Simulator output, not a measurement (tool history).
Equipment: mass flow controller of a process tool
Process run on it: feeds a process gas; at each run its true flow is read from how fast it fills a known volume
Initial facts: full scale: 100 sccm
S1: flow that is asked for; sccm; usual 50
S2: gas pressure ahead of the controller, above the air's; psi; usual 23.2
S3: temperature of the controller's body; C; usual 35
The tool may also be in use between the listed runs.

run 1 hour=0 | S1=50 S2=23.2 S3=35 | true_flow_(%)=97.98
run 2 hour=74.2 | S1=50 S2=23.2 S3=35 | true_flow_(%)=98.05
run 3 hour=144.2 | S1=50 S2=23.2 S3=35 | true_flow_(%)=98.05
run 4 hour=184.6 | S1=50 S2=23.2 S3=37 | true_flow_(%)=97.86
run 5 hour=275.8 | S1=50 S2=23.2 S3=35 | true_flow_(%)=98.08
run 6 hour=349.5 | S1=50 S2=23.2 S3=31 | true_flow_(%)=98.33
run 7 hour=437.2 | S1=50 S2=23.2 S3=35 | true_flow_(%)=98.04
run 8 hour=515.4 | S1=50 S2=23.2 S3=35 | true_flow_(%)=98.08
run 9 hour=573.8 | S1=50 S2=23.2 S3=35 | true_flow_(%)=98.05
run 10 hour=614.2 | S1=50 S2=23.2 S3=35 | true_flow_(%)=98.06
run 11 hour=685.3 | S1=50 S2=23.2 S3=35 | true_flow_(%)=97.98
run 12 hour=745 | S1=50 S2=23.2 S3=35 | true_flow_(%)=98.01
run 13 hour=791.8 | S1=50 S2=23.2 S3=35 | true_flow_(%)=98.13
run 14 hour=849 | S1=50 S2=23.2 S3=35 | true_flow_(%)=98.01
run 15 hour=909.6 | S1=22 S2=26.1 S3=30 | true_flow_(%)=97.5
run 16 hour=969.6 | S1=22 S2=26.1 S3=30 | true_flow_(%)=97.41
run 17 hour=1034.7 | S1=97 S2=23.2 S3=35 | true_flow_(%)=99.43
run 18 hour=1079.9 | S1=37 S2=39.9 S3=23 | true_flow_(%)=97.81
run 19 hour=1128 | S1=14 S2=29.9 S3=23 | true_flow_(%)=97.54
run 20 hour=1203.1 | S1=50 S2=22.3 S3=35 | true_flow_(%)=98.14
run 21 hour=1268.3 | S1=16 S2=22.3 S3=34 | true_flow_(%)=97.15
run 22 hour=1345.2 | S1=50 S2=35.4 S3=25 | true_flow_(%)=98.3
run 23 hour=1405.4 | S1=16 S2=26.8 S3=38 | true_flow_(%)=96.56

5 ways to go on from here, each from the tool as it stands after run 23. What would each give?
run A hour=1446.3 | S1=13 S2=27.4 S3=35 | true_flow_(%)=?
run B hour=1446.3 | S1=11 S2=24.8 S3=20 | true_flow_(%)=?
run C hour=1446.3 | S1=50 S2=25.8 S3=35 | true_flow_(%)=?
run D hour=1446.3 | S1=16 S2=26.1 S3=38 | true_flow_(%)=?
run E hour=1446.3 | S1=99 S2=23.2 S3=23 | true_flow_(%)=?

run=A true_flow_(%)=96.68
run=B true_flow_(%)=97.89
run=C true_flow_(%)=97.84
run=D true_flow_(%)=96.61
run=E true_flow_(%)=100.38
Stripped of hidden state, with their random variation kept, the same runs would have yielded:
run=A true_flow_(%)=96.67
run=B true_flow_(%)=97.88
run=C true_flow_(%)=97.84
run=D true_flow_(%)=96.6
run=E true_flow_(%)=100.38
